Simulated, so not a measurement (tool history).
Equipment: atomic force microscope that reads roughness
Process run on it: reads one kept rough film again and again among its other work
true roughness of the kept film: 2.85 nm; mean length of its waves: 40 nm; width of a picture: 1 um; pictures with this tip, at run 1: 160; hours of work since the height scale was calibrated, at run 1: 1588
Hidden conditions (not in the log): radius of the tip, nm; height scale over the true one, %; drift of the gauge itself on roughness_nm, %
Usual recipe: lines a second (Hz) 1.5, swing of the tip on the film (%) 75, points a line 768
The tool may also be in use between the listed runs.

run,day,lines a second (Hz),swing of the tip on the film (%),points a line,pictures with this tip,hours of work since the height scale was calibrated,roughness of the kept film (nm (root mean square))
1,0,1.5,75,768,160,1588,2.361
# day 1.275: new tip fitted
2,1.525,1.5,75,768,7,1615,2.539
3,2.721,0.66,75,768,42,1637,2.575
4,4.158,0.71,75,768,84,1664,2.526
5,5.533,1.5,75,768,124,1689,2.408
6,7.958,1.5,75,768,194,1734,2.326
# day 8.117: new tip fitted
# day 8.683: height scale calibrated on a step standard
7,9.842,1.5,63,768,49,21,2.591
8,11.2,1.5,63,768,89,46,2.558
9,13.308,1.5,63,768,150,85,2.483
# day 14.921: new tip fitted
10,15.208,1.5,66,768,8,120,2.627
11,17.017,1.22,75,749,61,153,2.536
12,19.133,1.22,75,749,122,192,2.454
13,20.304,0.68,70,749,156,214,2.489
# day 21.792: new tip fitted
14,22.183,2.22,56,523,11,248,2.644
15,23.475,1.83,75,768,49,272,2.497
16,25.804,2.26,75,295,117,315,2.346

For each entry between runs, how does the tool's hidden state at the last listed run before it compare with that at the first listed run after it?
Logged between run 1 and run 2: new tip fitted (day 1.275)
  radius of the tip, nm: 17.1 -> 5.7; height scale over the true one, %: -1.54 -> -1.56
  measured minus no-state result, roughness of the kept film (nm (root mean square)): -0.234 -> -0.052
Logged between run 6 and run 7: new tip fitted (day 8.117); height scale calibrated on a step standard (day 8.683)
  radius of the tip, nm: 19.6 -> 8.5; height scale over the true one, %: -1.68 -> -0.04
  measured minus no-state result, roughness of the kept film (nm (root mean square)): -0.274 -> -0.064
Logged between run 9 and run 10: new tip fitted (day 14.921)
  radius of the tip, nm: 16.2 -> 5.6; height scale over the true one, %: -0.1 -> -0.14
  measured minus no-state result, roughness of the kept film (nm (root mean square)): -0.192 -> -0.015
Logged between run 13 and run 14: new tip fitted (day 21.792)
  radius of the tip, nm: 16.7 -> 6.1; height scale over the true one, %: -0.24 -> -0.28
  measured minus no-state result, roughness of the kept film (nm (root mean square)): -0.204 -> -0.026

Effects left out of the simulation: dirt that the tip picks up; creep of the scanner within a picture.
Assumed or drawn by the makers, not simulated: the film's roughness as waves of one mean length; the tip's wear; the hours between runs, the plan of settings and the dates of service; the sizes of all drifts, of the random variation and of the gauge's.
